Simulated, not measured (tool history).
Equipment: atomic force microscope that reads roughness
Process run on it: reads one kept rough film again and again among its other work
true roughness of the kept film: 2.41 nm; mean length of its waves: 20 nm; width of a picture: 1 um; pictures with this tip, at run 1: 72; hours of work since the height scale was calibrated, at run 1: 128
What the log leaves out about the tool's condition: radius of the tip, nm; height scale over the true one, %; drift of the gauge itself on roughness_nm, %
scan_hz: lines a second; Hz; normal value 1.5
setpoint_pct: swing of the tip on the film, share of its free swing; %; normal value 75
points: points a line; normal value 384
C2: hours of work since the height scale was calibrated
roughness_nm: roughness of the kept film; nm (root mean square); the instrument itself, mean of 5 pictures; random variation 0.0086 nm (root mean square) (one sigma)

run 1 hour=0 | scan_hz=1.5 setpoint_pct=75 points=384 | pictures_with_this_tip=72 C2=128 | roughness_nm=1.754
run 2 hour=9 | scan_hz=1.3 setpoint_pct=75 points=384 | pictures_with_this_tip=86 C2=132 | roughness_nm=1.755
run 3 hour=18.1 | scan_hz=1.5 setpoint_pct=75 points=384 | pictures_with_this_tip=99 C2=136 | roughness_nm=1.732
run 4 hour=23.2 | scan_hz=1.5 setpoint_pct=75 points=384 | pictures_with_this_tip=107 C2=138 | roughness_nm=1.713
run 5 hour=29.4 | scan_hz=1.5 setpoint_pct=75 points=384 | pictures_with_this_tip=117 C2=141 | roughness_nm=1.685
run 6 hour=33.9 | scan_hz=1.5 setpoint_pct=75 points=384 | pictures_with_this_tip=123 C2=143 | roughness_nm=1.694
run 7 hour=40.2 | scan_hz=1.7 setpoint_pct=75 points=384 | pictures_with_this_tip=133 C2=146 | roughness_nm=1.655
-- hour=41.7 height scale calibrated on a step standard
run 8 hour=50.4 | scan_hz=1.7 setpoint_pct=75 points=384 | pictures_with_this_tip=147 C2=4 | roughness_nm=1.624
run 9 hour=55.5 | scan_hz=1.65 setpoint_pct=75 points=384 | pictures_with_this_tip=155 C2=6 | roughness_nm=1.631
run 10 hour=63.6 | scan_hz=1.65 setpoint_pct=75 points=384 | pictures_with_this_tip=167 C2=10 | roughness_nm=1.608
run 11 hour=71.8 | scan_hz=1.5 setpoint_pct=75 points=390 | pictures_with_this_tip=179 C2=13 | roughness_nm=1.605
run 12 hour=77.4 | scan_hz=3.73 setpoint_pct=75 points=390 | pictures_with_this_tip=188 C2=16 | roughness_nm=1.482
-- hour=82.5 height scale calibrated on a step standard, once more
run 13 hour=83 | scan_hz=3.73 setpoint_pct=75 points=390 | pictures_with_this_tip=195 C2=0 | roughness_nm=1.454
run 14 hour=92.2 | scan_hz=0.53 setpoint_pct=75 points=390 | pictures_with_this_tip=209 C2=4 | roughness_nm=1.63
run 15 hour=98.5 | scan_hz=0.53 setpoint_pct=75 points=390 | pictures_with_this_tip=219 C2=7 | roughness_nm=1.605
run 16 hour=103 | scan_hz=1.5 setpoint_pct=75 points=878 | pictures_with_this_tip=225 C2=9 | roughness_nm=1.557
run 17 hour=110.7 | scan_hz=2.07 setpoint_pct=75 points=384 | pictures_with_this_tip=237 C2=13 | roughness_nm=1.492
run 18 hour=115.5 | scan_hz=2.07 setpoint_pct=75 points=384 | pictures_with_this_tip=244 C2=15 | roughness_nm=1.489
run 19 hour=120.2 | scan_hz=2.07 setpoint_pct=75 points=384 | pictures_with_this_tip=251 C2=17 | roughness_nm=1.485
run 20 hour=126.2 | scan_hz=2.07 setpoint_pct=75 points=384 | pictures_with_this_tip=261 C2=19 | roughness_nm=1.473
run 21 hour=131.9 | scan_hz=0.74 setpoint_pct=62 points=384 | pictures_with_this_tip=269 C2=22 | roughness_nm=1.558
run 22 hour=140 | scan_hz=1 setpoint_pct=83 points=267 | pictures_with_this_tip=281 C2=26 | roughness_nm=1.46
run 23 hour=145.2 | scan_hz=0.79 setpoint_pct=68 points=302 | pictures_with_this_tip=289 C2=28 | roughness_nm=1.519

Forecast run 24:
run 24 hour=150.6 | scan_hz=0.79 setpoint_pct=68 points=302 | pictures_with_this_tip=298 C2=30 | roughness_nm=?

roughness_nm: 1.499 nm (root mean square)
Minus the tool's unlogged condition, the same run would have read roughness_nm 1.971 nm (root mean square).

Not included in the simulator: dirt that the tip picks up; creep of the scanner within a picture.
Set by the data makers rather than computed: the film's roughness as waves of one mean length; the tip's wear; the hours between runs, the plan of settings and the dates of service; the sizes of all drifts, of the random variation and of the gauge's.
